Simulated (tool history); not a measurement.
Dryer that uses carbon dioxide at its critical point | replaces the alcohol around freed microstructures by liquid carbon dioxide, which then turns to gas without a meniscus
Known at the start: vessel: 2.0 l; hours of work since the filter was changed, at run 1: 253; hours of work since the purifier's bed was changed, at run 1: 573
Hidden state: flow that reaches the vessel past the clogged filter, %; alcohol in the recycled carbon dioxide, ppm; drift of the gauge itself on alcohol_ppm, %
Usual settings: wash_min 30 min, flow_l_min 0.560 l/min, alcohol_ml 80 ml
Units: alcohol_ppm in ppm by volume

run	day	wash_min	flow_l_min	alcohol_ml	hours of work since the filter was changed	hours of work since the purifier's bed was changed	alcohol_ppm
1	0.000	30	0.560	80	253	573	295
2	1.638	30	0.560	80	275	595	312
3	3.275	30	0.560	80	297	617	297
4	4.308	30	0.560	80	311	631	313
5	5.021	30	0.853	80	321	641	286
6	6.096	30	0.853	80	335	656	279
# day 7.671: purifier's bed changed
7	7.692	30	0.853	80	355	0	0
8	8.600	30	0.853	80	368	13	8
9	9.442	30	0.581	80	379	24	49
10	10.817	25	0.560	80	398	43	158
11	12.296	22	0.560	80	418	63	318
12	13.908	22	0.560	80	440	85	316
13	15.200	22	0.560	80	457	102	338
14	16.454	22	0.560	80	474	119	352
15	17.342	22	0.560	80	487	131	359
# day 18.033: inlet filter changed
16	18.721	25	0.560	80	9	150	179
17	19.646	30	0.560	117	22	162	130
18	21.188	30	0.560	117	43	183	128
19	21.946	30	0.560	117	53	193	133
20	23.529	30	0.560	117	75	215	153
21	24.529	30	0.560	119	88	229	151
22	25.650	30	0.560	119	104	244	161
23	26.696	30	0.613	80	118	258	132
24	28.150	30	0.559	32	137	278	150
25	29.750	30	0.559	32	159	299	147
26	30.604	30	0.559	32	171	311	144
27	31.892	25	0.560	69	188	329	264
28	33.246	46	0.731	80	207	347	160
29	34.062	21	0.731	80	218	358	237
30	35.117	30	0.878	58	232	372	168
31	36.308	30	0.878	58	248	389	174
32	37.392	31	0.463	112	263	403	329
33	38.579	26	0.930	78	279	419	182
34	40.096	26	0.930	40	300	440	184
35	40.983	30	0.352	23	312	452	350
36	41.938	18	0.560	44	325	465	565
37	43.596	18	0.560	44	347	488	579
38	44.425	43	0.749	71	359	499	212
39	45.762	43	0.749	47	377	517	231
40	47.088	18	0.413	47	395	535	1395
41	48.262	31	0.659	30	411	551	229
42	49.646	31	0.659	30	430	570	253
43	51.121	31	0.659	30	450	590	256
44	52.692	24	0.943	71	471	611	283
45	53.471	19	0.920	22	482	622	279

The same runs without the tool's hidden state, with the same run-to-run variation:
run	alcohol_ppm
1	43
2	41
3	30
4	36
5	10
6	6
7	0
8	2
9	29
10	105
11	226
12	213
13	224
14	230
15	227
16	116
17	60
18	50
19	52
20	58
21	51
22	55
23	20
24	28
25	15
26	10
27	110
28	13
29	73
30	7
31	6
32	129
33	0
34	0
35	137
36	317
37	317
38	2
39	6
40	1019
41	4
42	10
43	4
44	20
45	15

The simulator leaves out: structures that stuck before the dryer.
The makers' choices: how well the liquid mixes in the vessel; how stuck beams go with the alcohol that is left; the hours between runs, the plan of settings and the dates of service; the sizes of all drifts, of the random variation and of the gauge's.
